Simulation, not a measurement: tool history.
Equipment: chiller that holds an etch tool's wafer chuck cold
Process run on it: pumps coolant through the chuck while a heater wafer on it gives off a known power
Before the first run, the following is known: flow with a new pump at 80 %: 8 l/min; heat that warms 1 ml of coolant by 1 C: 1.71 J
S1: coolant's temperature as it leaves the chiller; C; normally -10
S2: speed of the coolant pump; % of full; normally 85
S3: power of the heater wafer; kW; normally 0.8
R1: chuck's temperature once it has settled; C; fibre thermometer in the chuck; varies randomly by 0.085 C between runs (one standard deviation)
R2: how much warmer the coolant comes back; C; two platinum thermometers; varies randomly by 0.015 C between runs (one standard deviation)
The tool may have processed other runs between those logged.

| run | hour | S1 | S2 | S3 | R1 | R2 |
|---|---|---|---|---|---|---|
| 1 | 0 | -10 | 85 | 0.8 | -3.71 | 3.44 |
| 2 | 40.6 | -10 | 85 | 0.756 | -4.05 | 3.24 |
| 3 | 71.8 | -10 | 85 | 0.756 | -3.86 | 3.27 |
| 4 | 124.4 | -10 | 85 | 0.756 | -3.92 | 3.27 |
| 5 | 163 | -10 | 85 | 0.8 | -3.52 | 3.46 |
| 6 | 198.9 | -10 | 85 | 0.8 | -3.4 | 3.47 |
| 7 | 266.7 | -11 | 68 | 0.8 | -3.06 | 4.44 |
| 8 | 297.5 | -11 | 68 | 0.8 | -2.96 | 4.43 |
| 9 | 347.9 | -10 | 61 | 0.8 | -1.12 | 5 |
| 10 | 400.3 | -12 | 61 | 0.987 | -1.07 | 6.17 |
| 11 | 454 | -12 | 61 | 0.987 | -0.97 | 6.22 |

Each row is a separate what-if for the run after 11, all from the same tool condition, not one after another. Results?
| A | 485.1 | -10 | 85 | 0.557 | ? | ? |
| B | 485.1 | -20 | 65 | 0.964 | ? | ? |
| C | 485.1 | -2 | 92 | 0.987 | ? | ? |

| run | R1 | R2 |
|---|---|---|
| A | -5.41 | 2.41 |
| B | -9.77 | 5.65 |
| C | 5.52 | 3.93 |
Stripped of hidden state, with their random variation kept, the same runs would have yielded:
| run | R1 | R2 |
|---|---|---|
| A | -6.12 | 2.27 |
| B | -11.01 | 5.33 |
| C | 4.53 | 3.71 |
